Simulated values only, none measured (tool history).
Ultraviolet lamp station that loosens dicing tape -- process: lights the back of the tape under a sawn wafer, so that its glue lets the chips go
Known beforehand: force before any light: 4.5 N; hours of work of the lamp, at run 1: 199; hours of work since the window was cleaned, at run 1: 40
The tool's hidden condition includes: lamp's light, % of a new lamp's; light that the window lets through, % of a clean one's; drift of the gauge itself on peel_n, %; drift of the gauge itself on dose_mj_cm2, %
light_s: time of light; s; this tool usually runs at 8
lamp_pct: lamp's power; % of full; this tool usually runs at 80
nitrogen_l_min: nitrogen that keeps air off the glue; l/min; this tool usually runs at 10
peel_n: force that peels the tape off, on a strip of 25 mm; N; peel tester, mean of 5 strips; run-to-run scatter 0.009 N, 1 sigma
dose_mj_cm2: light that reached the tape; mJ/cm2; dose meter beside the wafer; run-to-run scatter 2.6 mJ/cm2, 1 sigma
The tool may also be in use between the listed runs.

run	hour	light_s	lamp_pct	nitrogen_l_min	hours of work of the lamp	hours of work since the window was cleaned	peel_n	dose_mj_cm2
1	0.0	8	80	10	199	40	0.385	342
2	23.9	8	80	10	216	57	0.365	338
3	56.3	8	81	10	240	81	0.359	348
4	95.2	8	81	10	268	109	0.377	345
5	153.4	10	81	10	310	151	0.225	429
6	198.7	8	80	10	343	184	0.385	336
7	240.1	8	80	10	374	215	0.377	338
8	264.4	8	80	10	391	232	0.373	336
9	320.6	10	80	10	432	273	0.224	423
10	377.1	5	80	10	473	314	0.910	207
11	433.7	6	89	6	514	355	0.749	280
12	461.6	13	76	4	535	376	0.277	523
13	515.5	8	91	10	574	415	0.272	385
# hour 536.2: window cleaned of glue's vapour
14	556.5	8	91	6	604	15	0.397	385
15	614.7	16	80	10	646	57	0.105	676
16	644.2	7	80	4	667	79	0.819	298
# hour 693.5: lamp changed
17	694.5	6	69	10	1	114	0.830	223
18	720.5	11	80	10	20	133	0.188	467
19	768.0	11	80	10	54	168	0.191	463

Each row is a separate what-if for the run after 19, all from the same tool condition, not one after another. Results?
A	792.8	5	75	8	72	186	?	?
B	792.8	8	69	5	72	186	?	?
C	792.8	8	81	7	72	186	?	?
D	792.8	5	88	10	72	186	?	?

run	peel_n	dose_mj_cm2
A	1.072	197
B	0.738	292
C	0.456	348
D	0.762	232
Had the tool no hidden state, the same runs would have come out as:
run	peel_n	dose_mj_cm2
A	1.072	197
B	0.737	292
C	0.455	348
D	0.762	232
